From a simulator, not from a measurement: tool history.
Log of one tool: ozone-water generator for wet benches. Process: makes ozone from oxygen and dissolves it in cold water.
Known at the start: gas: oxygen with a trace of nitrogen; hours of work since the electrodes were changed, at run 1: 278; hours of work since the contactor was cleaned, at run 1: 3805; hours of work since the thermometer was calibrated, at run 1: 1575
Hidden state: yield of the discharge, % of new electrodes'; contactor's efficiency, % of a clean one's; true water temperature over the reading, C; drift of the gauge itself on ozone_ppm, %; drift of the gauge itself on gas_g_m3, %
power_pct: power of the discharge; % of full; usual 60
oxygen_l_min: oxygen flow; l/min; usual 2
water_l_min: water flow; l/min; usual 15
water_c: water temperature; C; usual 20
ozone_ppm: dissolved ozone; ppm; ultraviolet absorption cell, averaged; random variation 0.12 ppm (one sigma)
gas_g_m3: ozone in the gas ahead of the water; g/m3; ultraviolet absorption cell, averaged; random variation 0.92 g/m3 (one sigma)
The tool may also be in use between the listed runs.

| run | day | power_pct | oxygen_l_min | water_l_min | water_c | hours of work since the electrodes were changed | hours of work since the contactor was cleaned | hours of work since the thermometer was calibrated | ozone_ppm | gas_g_m3 |
|---|---|---|---|---|---|---|---|---|---|---|
| 1 | 0 | 60 | 2 | 15 | 20 | 278 | 3805 | 1575 | 10 | 156.6 |
| 2 | 1.596 | 60 | 2 | 15 | 20 | 302 | 3830 | 1599 | 9.9 | 154.2 |
| 3 | 2.712 | 46 | 2 | 15 | 20 | 319 | 3846 | 1616 | 8.5 | 134.4 |
| 4 | 3.971 | 60 | 2 | 15 | 18 | 338 | 3866 | 1635 | 10.3 | 155.4 |
| 5 | 5.133 | 60 | 2 | 15 | 18 | 356 | 3883 | 1653 | 10.3 | 154.9 |
| 6 | 6.112 | 60 | 2 | 15 | 18 | 371 | 3898 | 1668 | 10.1 | 154.3 |
| 7 | 7.708 | 60 | 2 | 15 | 20 | 395 | 3922 | 1692 | 10.3 | 153.6 |
| 8 | 9.129 | 60 | 2 | 15 | 20 | 417 | 3944 | 1713 | 10 | 155 |
| 9 | 10.538 | 60 | 2 | 15 | 20 | 438 | 3965 | 1735 | 10 | 155.1 |
| 10 | 11.583 | 60 | 2 | 22 | 20 | 454 | 3981 | 1751 | 6.5 | 154.3 |
| 11 | 12.662 | 50 | 1.99 | 17 | 16 | 470 | 3998 | 1767 | 8.4 | 139.7 |
| 12 | 13.546 | 60 | 1.99 | 11 | 13 | 484 | 4011 | 1780 | 14.7 | 154.3 |
| 13 | 15.021 | 60 | 1.99 | 11 | 18 | 506 | 4033 | 1803 | 13.8 | 154.1 |
| 14 | 15.875 | 87 | 2 | 15 | 13 | 519 | 4046 | 1816 | 13 | 187.8 |
| 15 | 16.6 | 43 | 2 | 15 | 20 | 530 | 4057 | 1827 | 8.4 | 129.8 |
| 16 | 17.892 | 43 | 2 | 15 | 20 | 550 | 4077 | 1846 | 8.4 | 129.7 |
| 17 | 19.275 | 60 | 1.7 | 15 | 16 | 571 | 4098 | 1867 | 9.8 | 162.3 |
| 18 | 20.029 | 60 | 1.7 | 15 | 16 | 582 | 4109 | 1879 | 9.8 | 161.7 |
| 19 | 21.138 | 75 | 2.86 | 15 | 16 | 599 | 4126 | 1896 | 13.2 | 155.9 |

3 ways to go on from here, each from the tool as it stands after run 19. What would each give?
| A | 22.354 | 85 | 1.54 | 12 | 20 | 617 | 4145 | 1914 | ? | ? |
| B | 22.354 | 47 | 2 | 15 | 28 | 617 | 4145 | 1914 | ? | ? |
| C | 22.354 | 60 | 2.86 | 14 | 13 | 617 | 4145 | 1914 | ? | ? |

| run | ozone_ppm | gas_g_m3 |
|---|---|---|
| A | 13.3 | 203 |
| B | 8.1 | 136.5 |
| C | 13.1 | 138.1 |
Without the tool's hidden state the same runs would have given:
| run | ozone_ppm | gas_g_m3 |
|---|---|---|
| A | 13.8 | 203.8 |
| B | 8.4 | 136.9 |
| C | 13.7 | 138.6 |
